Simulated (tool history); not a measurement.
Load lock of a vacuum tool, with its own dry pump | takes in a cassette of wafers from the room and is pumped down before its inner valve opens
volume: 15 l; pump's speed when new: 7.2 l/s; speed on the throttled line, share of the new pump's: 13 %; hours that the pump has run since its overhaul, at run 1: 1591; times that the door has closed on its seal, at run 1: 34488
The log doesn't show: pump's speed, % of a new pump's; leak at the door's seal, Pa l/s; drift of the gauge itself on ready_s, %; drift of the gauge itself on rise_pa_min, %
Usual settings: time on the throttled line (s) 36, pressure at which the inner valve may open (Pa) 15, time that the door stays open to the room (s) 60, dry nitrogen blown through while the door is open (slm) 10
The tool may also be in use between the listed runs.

run    hour  time on the throttled line (s)  pressure at which the inner valve may open (Pa)  time that the door stays open to the room (s)  dry nitrogen blown through while the door is open (slm)  hours that the pump has run since its overhaul  times that the door has closed on its seal  incoming humidity of the room's air, %  time from the closed door until the inner valve may open (s)  rise of the pressure with all valves shut (Pa/min)
  1     0.0                              36                                               15                                             60                                                       10                                            1591                                       34488                                    46.3                                                          49.6                                               0.389
  2   198.6                              36                                               15                                             60                                                       10                                            1789                                       35245                                    47.7                                                          50.0                                               0.413
  3   358.2                              36                                               12                                             60                                                       10                                            1949                                       35853                                    49.6                                                          50.4                                               0.420
  4   524.2                              36                                               12                                             60                                                       10                                            2115                                       36486                                    43.4                                                          50.4                                               0.419
  5   676.2                              36                                               12                                             28                                                       10                                            2267                                       37065                                    46.0                                                          50.2                                               0.399
  6   881.7                              36                                               15                                            168                                                       10                                            2473                                       37848                                    44.0                                                          49.9                                               0.522
  7  1079.9                              36                                               15                                            168                                                       10                                            2671                                       38604                                    44.2                                                          50.0                                               0.533
  8  1241.2                              36                                               15                                            168                                                       10                                            2832                                       39218                                    44.0                                                          49.9                                               0.548
  9  1455.8                              36                                               15                                            168                                                       10                                            3047                                       40036                                    43.1                                                          49.9                                               0.552
 10  1598.9                              36                                               15                                            187                                                       10                                            3190                                       40581                                    44.8                                                          49.8                                               0.577
 11  1782.8                              36                                               15                                             60                                                       10                                            3374                                       41282                                    41.6                                                          50.0                                               0.495
 12  1983.3                              25                                               15                                             60                                                       10                                            3574                                       42046                                    47.5                                                          40.5                                               0.508
 13  2123.8                              25                                               15                                             60                                                       10                                            3715                                       42582                                    44.5                                                          40.7                                               0.518
 14  2285.2                              25                                               15                                             60                                                       10                                            3876                                       43197                                    43.9                                                          40.6                                               0.518
 15  2479.3                              25                                               15                                             60                                                       10                                            4070                                       43936                                    44.3                                                          40.6                                               0.543
 16  2664.6                              36                                               15                                             60                                                       12                                            4255                                       44643                                    45.4                                                          50.2                                               0.553
 17  2839.5                              36                                               19                                             60                                                       12                                            4430                                       45309                                    43.9                                                          49.7                                               0.554
 18  2947.9                              36                                               15                                             60                                                       10                                            4539                                       45722                                    45.0                                                          50.0                                               0.573
 19  3138.7                              36                                               19                                             60                                                       10                                            4730                                       46449                                    45.7                                                          49.7                                               0.572
 20  3261.9                              36                                               16                                            162                                                       10                                            4853                                       46919                                    45.7                                                          50.1                                               0.667
 21  3465.8                              36                                               16                                            162                                                       10                                            5057                                       47696                                    42.0                                                          50.2                                               0.678
 22  3634.1                              36                                               16                                            162                                                       22                                            5225                                       48337                                    47.9                                                          50.3                                               0.674
 23  3778.2                              36                                               16                                            162                                                       22                                            5369                                       48886                                    43.5                                                          50.3                                               0.674
 24  3959.0                              33                                               15                                             97                                                       10                                            5550                                       49575                                    43.0                                                          48.1                                               0.660
     4041.7  -- door's seal changed, seat wiped
 25  4186.1                              33                                               15                                             97                                                       10                                            5776                                         551                                    47.7                                                          47.9                                               0.129
 26  4378.0                              36                                               15                                             60                                                        9                                            5967                                        1282                                    49.9                                                          50.6                                               0.105
 27  4517.9                              36                                               15                                             60                                                        9                                            6107                                        1815                                    44.4                                                          50.7                                               0.094
 28  4628.4                              36                                               15                                             60                                                        9                                            6218                                        2236                                    49.1                                                          50.4                                               0.104
 29  4772.9                              56                                               26                                             60                                                       39                                            6362                                        2787                                    46.2                                                          66.4                                               0.063
 30  4960.7                              56                                               26                                            179                                                       39                                            6550                                        3503                                    45.2                                                          66.3                                               0.116
 31  5136.3                              36                                               15                                             60                                                       27                                            6726                                        4172                                    45.4                                                          50.5                                               0.084
 32  5240.0                              23                                               24                                            107                                                       21                                            6829                                        4567                                    40.4                                                          38.6                                               0.105
 33  5370.0                              23                                               24                                            107                                                       21                                            6959                                        5062                                    43.4                                                          38.5                                               0.113
 34  5541.3                              23                                               24                                            107                                                       21                                            7131                                        5715                                    46.1                                                          38.6                                               0.127
 35  5695.0                              36                                               15                                            120                                                       23                                            7284                                        6301                                    46.3                                                          50.8                                               0.131
 36  5821.2                              36                                               15                                            120                                                       23                                            7411                                        6782                                    47.1                                                          50.9                                               0.139
 37  5974.1                              36                                               15                                            120                                                       23                                            7563                                        7364                                    45.8                                                          50.9                                               0.134

Forecast each of these 3 alternatives for the next run:
  A  6065.9                              36                                               12                                             60                                                       23                                            7655                                        7714                                    45.8                                                             ?                                                   ?
  B  6065.9                              36                                               26                                            158                                                       10                                            7655                                        7714                                    45.7                                                             ?                                                   ?
  C  6065.9                              19                                               15                                             60                                                       10                                            7655                                        7714                                    44.0                                                             ?                                                   ?

run  time from the closed door until the inner valve may open (s)  rise of the pressure with all valves shut (Pa/min)
  A                                                          51.5                                               0.098
  B                                                          49.7                                               0.194
  C                                                          36.6                                               0.122
Without the tool's hidden state the same runs would have given:
run  time from the closed door until the inner valve may open (s)  rise of the pressure with all valves shut (Pa/min)
  A                                                          50.1                                               0.061
  B                                                          48.5                                               0.157
  C                                                          35.0                                               0.085
